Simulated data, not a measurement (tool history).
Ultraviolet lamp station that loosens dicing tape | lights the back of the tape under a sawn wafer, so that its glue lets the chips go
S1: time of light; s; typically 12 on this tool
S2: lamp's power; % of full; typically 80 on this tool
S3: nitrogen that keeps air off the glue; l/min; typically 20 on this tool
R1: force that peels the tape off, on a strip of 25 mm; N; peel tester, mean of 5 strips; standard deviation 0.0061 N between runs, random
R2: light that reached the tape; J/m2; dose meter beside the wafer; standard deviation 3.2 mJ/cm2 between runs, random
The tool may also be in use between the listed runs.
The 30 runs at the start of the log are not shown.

run    hour  S1  S2  S3     R1    R2
 31  1065.7   6  80  20  0.863  1980
 32  1097.7   6  80  20  0.885  2010
 33  1147.2   6  80  20   0.91  1930
 34    1178   6  80  20  0.899  1920
 35  1214.8   6  80  20  0.908  1870
 36    1246  11  73   9  0.624  3140
 37  1290.8  11  73   9  0.645  3100
 38  1323.3  12  96   9  0.334  4400
 39  1371.4  12  96   9  0.346  4380
     1394.5  -- window cleaned of glue's vapour
 40    1415  12  96   9  0.301  4700
 41    1462  18  89   8  0.196  6410
 42  1506.3  12  75  28  0.242  3560
 43  1549.8  12  62  24  0.407  2910

What if the next run were any one of these 3? Each begins from the tool's condition after run 43:
  A  1595.8  14  66  12   ?   ?
  B  1595.8   7  80  16   ?   ?
  C  1595.8  10  69  20   ?   ?

run     R1    R2
  A  0.415  3570
  B  0.825  2190
  C  0.527  2700
What these runs would have given with no unlogged condition in the tool:
run     R1    R2
  A  0.247  4700
  B  0.525  2880
  C  0.311  3540
